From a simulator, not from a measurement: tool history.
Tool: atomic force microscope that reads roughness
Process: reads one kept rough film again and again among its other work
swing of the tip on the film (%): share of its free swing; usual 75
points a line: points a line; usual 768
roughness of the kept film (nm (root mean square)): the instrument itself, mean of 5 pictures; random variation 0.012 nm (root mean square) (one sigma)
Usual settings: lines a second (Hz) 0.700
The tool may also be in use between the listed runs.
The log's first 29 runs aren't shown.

run   hour  lines a second (Hz)  swing of the tip on the film (%)  points a line  roughness of the kept film (nm (root mean square))
 30  640.8                0.543                                60            789                                               3.018
 31  671.2                2.646                                75            768                                               2.494
 32  698.3                0.814                                56            462                                               3.006
 33  723.8                1.493                                73            867                                               2.746
 34  745.7                1.437                                73            867                                               2.765
 35  762.8                3.472                                66            592                                               2.591
     784.1  -- new tip fitted
 36  789.7                2.175                                66            395                                               2.759
 37  809.9                3.217                                76            395                                               2.360
 38  833.1                0.700                                86            579                                               2.775
 39  845.6                0.700                                86            579                                               2.775
 40  859.9                0.700                                86            579                                               2.789
 41  876.1                0.700                                86            579                                               2.793
 42  901.9                0.904                                75            768                                               2.835
 43  929.1                0.904                                75            768                                               2.830
     952.3  -- new tip fitted
 44  956.2                1.006                                56            468                                               2.980

Forecast each of these 3 alternatives for the next run:
  A  972.6                2.854                                75            768                                                   ?
  B  972.6                0.750                                75            361                                                   ?
  C  972.6                0.700                                75            345                                                   ?

run  roughness of the kept film (nm (root mean square))
  A                                               2.463
  B                                               2.867
  C                                               2.914
Without the tool's hidden state the same runs would have given:
run  roughness of the kept film (nm (root mean square))
  A                                               2.464
  B                                               2.869
  C                                               2.915
